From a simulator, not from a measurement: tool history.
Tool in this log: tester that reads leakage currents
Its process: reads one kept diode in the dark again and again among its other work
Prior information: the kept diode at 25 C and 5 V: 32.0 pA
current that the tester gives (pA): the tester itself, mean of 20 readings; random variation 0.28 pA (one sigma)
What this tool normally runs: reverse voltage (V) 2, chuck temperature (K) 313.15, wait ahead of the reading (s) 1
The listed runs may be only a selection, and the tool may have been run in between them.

run    hour  reverse voltage (V)  chuck temperature (K)  wait ahead of the reading (s)  current that the tester gives (pA)
  1       0                    2                 313.15                              1                               89.62
  2   177.1                15.57                 313.15                              1                              177.14
  3     288                 5.56                 313.15                              1                              123.36
      364.1  -- probe card cleaned and baked
  4   398.8                 5.56                 313.15                              1                              120.15
  5   564.9                 5.56                 313.15                              1                              119.28
  6   702.9                    2                 313.15                           4.08                               86.64
  7   786.6                    2                 313.15                           4.08                                86.2
  8   926.3                19.22                 313.15                           4.08                                 175
  9  1087.3                    2                 313.15                              1                                86.8
 10  1171.6                    2                 313.15                              1                               86.52
 11  1324.8                    2                 308.15                              1                               56.24
 12  1458.2                    2                 308.15                              1                               56.39
 13  1604.9                    2                 313.15                              1                               85.49
 14  1715.1                    2                 313.15                              1                               85.06
 15  1791.6                    2                 313.15                              1                                84.8
 16  1911.4                    2                 313.15                              1                               84.73
 17  2029.9                    2                 313.15                              1                               84.44
 18  2118.6                    2                 313.15                           0.67                               84.46
 19  2290.1                    2                 313.15                           0.67                               84.83
 20  2456.6                    2                 313.15                           0.67                               84.07
     2549.5  -- chuck's temperature calibrated
 21  2569.1                    2                 313.15                           0.67                               95.97
 22  2646.3                    2                 313.15                           0.67                               96.04
 23  2764.6                    2                 313.15                           0.45                               96.29
     2831.8  -- probe card cleaned and baked
 24  2940.1                 2.21                 313.15                           1.91                               95.96

Run 25 is up next; what results do you expect?
       2966  -- tester calibrated
 25  3060.4                 2.21                 313.15                           1.91                                   ?

{"run 25": {"current that the tester gives (pA)": 94.63}}
On a tool with no hidden condition, and with the same random variation, this run would have come out at current that the tester gives (pA) 94.69.
